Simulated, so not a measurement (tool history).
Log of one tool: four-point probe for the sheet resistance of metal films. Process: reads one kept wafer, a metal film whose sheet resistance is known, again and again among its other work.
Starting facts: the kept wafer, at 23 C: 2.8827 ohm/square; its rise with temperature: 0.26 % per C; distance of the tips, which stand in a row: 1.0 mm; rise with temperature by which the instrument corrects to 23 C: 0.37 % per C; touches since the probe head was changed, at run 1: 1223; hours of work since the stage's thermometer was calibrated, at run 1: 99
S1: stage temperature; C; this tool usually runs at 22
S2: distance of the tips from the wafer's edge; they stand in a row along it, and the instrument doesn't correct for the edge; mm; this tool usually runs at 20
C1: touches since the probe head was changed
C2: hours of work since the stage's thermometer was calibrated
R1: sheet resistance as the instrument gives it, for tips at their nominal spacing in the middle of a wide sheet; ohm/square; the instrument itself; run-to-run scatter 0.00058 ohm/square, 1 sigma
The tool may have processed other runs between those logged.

| run | hour | S1 | S2 | C1 | C2 | R1 |
|---|---|---|---|---|---|---|
| 1 | 0.0 | 22 | 20 | 1223 | 99 | 2.878817 |
| 2 | 8.0 | 22 | 20 | 1435 | 103 | 2.879756 |
| 3 | 21.5 | 22 | 20 | 1793 | 108 | 2.879248 |
| 4 | 33.2 | 22 | 20 | 2103 | 114 | 2.880269 |
| 5 | 44.6 | 22 | 33 | 2405 | 119 | 2.877908 |
| 6 | 58.2 | 22 | 33 | 2766 | 124 | 2.876621 |
| 7 | 77.4 | 22 | 20 | 3275 | 133 | 2.880873 |
| 8 | 90.1 | 22 | 20 | 3611 | 138 | 2.879891 |
| 9 | 106.7 | 22 | 20 | 4052 | 146 | 2.880515 |
| 10 | 118.1 | 22 | 20 | 4354 | 151 | 2.880825 |
| 11 | 134.1 | 22 | 20 | 4777 | 158 | 2.880617 |
| 12 | 151.5 | 31 | 20 | 5237 | 165 | 2.852399 |
| 13 | 160.1 | 31 | 20 | 5465 | 169 | 2.851349 |
| 14 | 170.7 | 31 | 20 | 5747 | 173 | 2.852326 |
| 15 | 189.6 | 31 | 20 | 6248 | 182 | 2.852815 |
| 16 | 207.6 | 31 | 13 | 6724 | 190 | 2.856316 |
| 17 | 224.4 | 31 | 13 | 7170 | 197 | 2.857705 |
| 18 | 237.2 | 31 | 13 | 7508 | 202 | 2.856525 |
| 19 | 252.8 | 31 | 13 | 7921 | 209 | 2.856259 |
| 20 | 271.8 | 22 | 20 | 8425 | 217 | 2.879415 |
| 21 | 282.5 | 19 | 20 | 8708 | 222 | 2.888598 |
| 22 | 298.9 | 22 | 20 | 9143 | 229 | 2.878511 |
| 23 | 309.3 | 22 | 20 | 9420 | 234 | 2.879869 |
| 24 | 325.6 | 21 | 33 | 9852 | 241 | 2.879544 |
| 25 | 344.4 | 21 | 33 | 10350 | 249 | 2.879134 |
| 26 | 362.6 | 18 | 32 | 10831 | 257 | 2.889111 |
| 27 | 378.3 | 18 | 32 | 11247 | 264 | 2.889187 |
| 28 | 395.5 | 19 | 39 | 11704 | 271 | 2.885413 |
| 29 | 403.7 | 26 | 12 | 11920 | 275 | 2.872284 |
| 30 | 422.2 | 30 | 3 | 12412 | 283 | 3.010315 |
| 31 | 439.7 | 29 | 38 | 12873 | 291 | 2.854996 |
| 32 | 454.1 | 29 | 38 | 13257 | 297 | 2.853918 |
| 33 | 469.0 | 18 | 13 | 13651 | 303 | 2.896290 |
| 34 | 485.4 | 29 | 12 | 14085 | 311 | 2.863646 |
| 35 | 497.9 | 19 | 8 | 14417 | 316 | 2.907722 |
| 36 | 509.9 | 18 | 54 | 14735 | 321 | 2.887607 |
| 37 | 524.9 | 24 | 4 | 15131 | 328 | 2.961792 |
| 38 | 534.9 | 24 | 4 | 15397 | 332 | 2.960895 |
| 39 | 553.8 | 24 | 4 | 15898 | 340 | 2.960670 |
| 40 | 570.9 | 35 | 35 | 16352 | 348 | 2.836470 |
| 41 | 582.9 | 27 | 65 | 16670 | 353 | 2.858641 |
| 42 | 601.8 | 28 | 61 | 17170 | 361 | 2.855209 |
| 43 | 619.1 | 22 | 61 | 17629 | 369 | 2.873757 |
| 44 | 636.7 | 22 | 14 | 18094 | 376 | 2.880030 |

Run by run, hidden condition taken away, random variation retained:
The tool's hidden condition here consists of: inner tips' distance over the nominal, %; tips' flats over new ones', %; wafer's true temperature over the reading, C; drift of the gauge itself on sheet_ohm, %.
| run | R1 |
|---|---|
| 1 | 2.888015 |
| 2 | 2.888998 |
| 3 | 2.888571 |
| 4 | 2.889657 |
| 5 | 2.887340 |
| 6 | 2.886121 |
| 7 | 2.890481 |
| 8 | 2.889567 |
| 9 | 2.890281 |
| 10 | 2.890655 |
| 11 | 2.890538 |
| 12 | 2.862309 |
| 13 | 2.861309 |
| 14 | 2.862343 |
| 15 | 2.862939 |
| 16 | 2.866561 |
| 17 | 2.868044 |
| 18 | 2.866924 |
| 19 | 2.866748 |
| 20 | 2.890104 |
| 21 | 2.899381 |
| 22 | 2.889337 |
| 23 | 2.890760 |
| 24 | 2.890526 |
| 25 | 2.890225 |
| 26 | 2.900340 |
| 27 | 2.900505 |
| 28 | 2.896809 |
| 29 | 2.883672 |
| 30 | 3.022287 |
| 31 | 2.866489 |
| 32 | 2.865484 |
| 33 | 2.908108 |
| 34 | 2.875428 |
| 35 | 2.919748 |
| 36 | 2.899625 |
| 37 | 2.974173 |
| 38 | 2.973326 |
| 39 | 2.973204 |
| 40 | 2.848608 |
| 41 | 2.870935 |
| 42 | 2.867597 |
| 43 | 2.886308 |
| 44 | 2.892699 |
